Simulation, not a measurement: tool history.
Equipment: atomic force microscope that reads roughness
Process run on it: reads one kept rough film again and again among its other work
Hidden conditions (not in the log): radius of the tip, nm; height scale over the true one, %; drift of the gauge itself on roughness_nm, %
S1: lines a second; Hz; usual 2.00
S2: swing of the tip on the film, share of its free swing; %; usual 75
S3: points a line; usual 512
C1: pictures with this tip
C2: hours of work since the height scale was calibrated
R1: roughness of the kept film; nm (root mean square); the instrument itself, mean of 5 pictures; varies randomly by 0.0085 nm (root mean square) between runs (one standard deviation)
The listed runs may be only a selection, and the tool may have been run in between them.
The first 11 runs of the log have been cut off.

run,hour,S1,S2,S3,C1,C2,R1
12,233.4,2.00,56,512,142,532,2.074
13,258.6,2.00,56,512,161,544,2.087
14,276.7,2.00,56,512,175,552,2.092
15,303.3,2.00,75,512,195,565,1.876
16,316.4,2.00,75,269,205,571,1.829
17,339.7,2.00,68,565,223,582,1.978
18,365.6,2.00,68,565,242,594,1.966
19,379.6,2.00,81,795,253,600,1.791
20,392.2,2.20,57,512,262,606,2.054
# hour 410.0: new tip fitted
21,419.4,0.88,82,354,7,618,1.956
22,435.4,1.09,84,763,19,626,1.928
23,459.6,2.80,72,615,37,637,1.844
24,478.2,2.13,87,615,51,646,1.655
25,491.6,0.60,75,512,61,652,2.082
26,503.8,2.80,61,512,71,657,1.986
27,529.4,1.55,61,307,90,669,2.041
28,555.8,1.55,61,307,110,682,2.041
29,568.1,2.52,61,307,119,687,1.959
30,583.8,2.52,84,307,131,695,1.618

4 options for the next run, each taken on its own from the tool as it stands now. Forecast them:
A,603.1,0.66,68,307,146,704,?
B,603.1,0.92,64,307,146,704,?
C,603.1,1.87,69,267,146,704,?
D,603.1,2.00,75,425,146,704,?

run,R1
A,2.071
B,2.062
C,1.907
D,1.852
What these runs would have given with no unlogged condition in the tool:
run,R1
A,2.076
B,2.066
C,1.912
D,1.856
